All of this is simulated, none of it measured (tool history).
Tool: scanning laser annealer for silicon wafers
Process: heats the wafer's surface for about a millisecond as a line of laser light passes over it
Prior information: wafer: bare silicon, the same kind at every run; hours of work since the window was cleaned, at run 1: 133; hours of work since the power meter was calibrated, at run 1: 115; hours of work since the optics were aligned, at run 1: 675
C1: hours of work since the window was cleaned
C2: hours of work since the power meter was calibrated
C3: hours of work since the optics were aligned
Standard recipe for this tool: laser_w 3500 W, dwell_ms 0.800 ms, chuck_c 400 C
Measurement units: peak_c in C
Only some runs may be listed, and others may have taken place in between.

Run 1, hour 0.0: usual settings; C1 133; C2 115; C3 675. Result: peak_c 1103 C.
Run 2, hour 19.1: usual settings but chuck_c 395 C; C1 143; C2 125; C3 685. Result: peak_c 1095 C.
Run 3, hour 31.4: usual settings but chuck_c 395 C; C1 150; C2 131; C3 692. Result: peak_c 1101 C.
Run 4, hour 54.2: usual settings but chuck_c 395 C; C1 162; C2 144; C3 704. Result: peak_c 1099 C.
Run 5, hour 75.9: usual settings; C1 174; C2 155; C3 716. Result: peak_c 1102 C.
Run 6, hour 93.0: usual settings; C1 183; C2 164; C3 725. Result: peak_c 1102 C.
Run 7, hour 107.3: usual settings but dwell_ms 0.797 ms; C1 191; C2 172; C3 732. Result: peak_c 1100 C.
Run 8, hour 123.9: usual settings but dwell_ms 0.797 ms; C1 200; C2 181; C3 741. Result: peak_c 1100 C.
Run 9, hour 140.7: usual settings but chuck_c 427 C; C1 209; C2 190; C3 750. Result: peak_c 1128 C.
Run 10, hour 156.8: usual settings but dwell_ms 0.847 ms; C1 217; C2 198; C3 759. Result: peak_c 1122 C.
Run 11, hour 179.5: usual settings but dwell_ms 0.847 ms; C1 229; C2 211; C3 771. Result: peak_c 1126 C.
Run 12, hour 197.2: usual settings but laser_w 3222 W, dwell_ms 0.847 ms; C1 239; C2 220; C3 780. Result: peak_c 1048 C.
Run 13, hour 222.5: usual settings but laser_w 3222 W, dwell_ms 0.847 ms; C1 252; C2 234; C3 794. Result: peak_c 1046 C.
Run 14, hour 234.8: usual settings but laser_w 3222 W, dwell_ms 0.847 ms; C1 259; C2 240; C3 801. Result: peak_c 1049 C.
Run 15, hour 250.3: usual settings but chuck_c 434 C; C1 267; C2 249; C3 809. Result: peak_c 1137 C.
Run 16, hour 264.9: usual settings but chuck_c 404 C; C1 275; C2 256; C3 817. Result: peak_c 1105 C.
Run 17, hour 281.7: usual settings but laser_w 3566 W, dwell_ms 0.630 ms, chuck_c 386 C; C1 284; C2 265; C3 826. Result: peak_c 1025 C.
Run 18, hour 303.4: usual settings but laser_w 3176 W, dwell_ms 0.752 ms; C1 296; C2 277; C3 837. Result: peak_c 997 C.
Run 19, hour 323.9: usual settings but chuck_c 430 C; C1 307; C2 288; C3 848. Result: peak_c 1131 C.
Run 20, hour 339.9: usual settings but laser_w 3565 W, chuck_c 372 C; C1 315; C2 296; C3 857. Result: peak_c 1091 C.

For run 21, what comes out?
Run 21, hour 358.4: usual settings but laser_w 3565 W, chuck_c 372 C; C1 325; C2 306; C3 867. Result: peak_c ?.

peak_c: 1090 C
With no hidden state in the tool, this same run would have given peak_c 1091 C.

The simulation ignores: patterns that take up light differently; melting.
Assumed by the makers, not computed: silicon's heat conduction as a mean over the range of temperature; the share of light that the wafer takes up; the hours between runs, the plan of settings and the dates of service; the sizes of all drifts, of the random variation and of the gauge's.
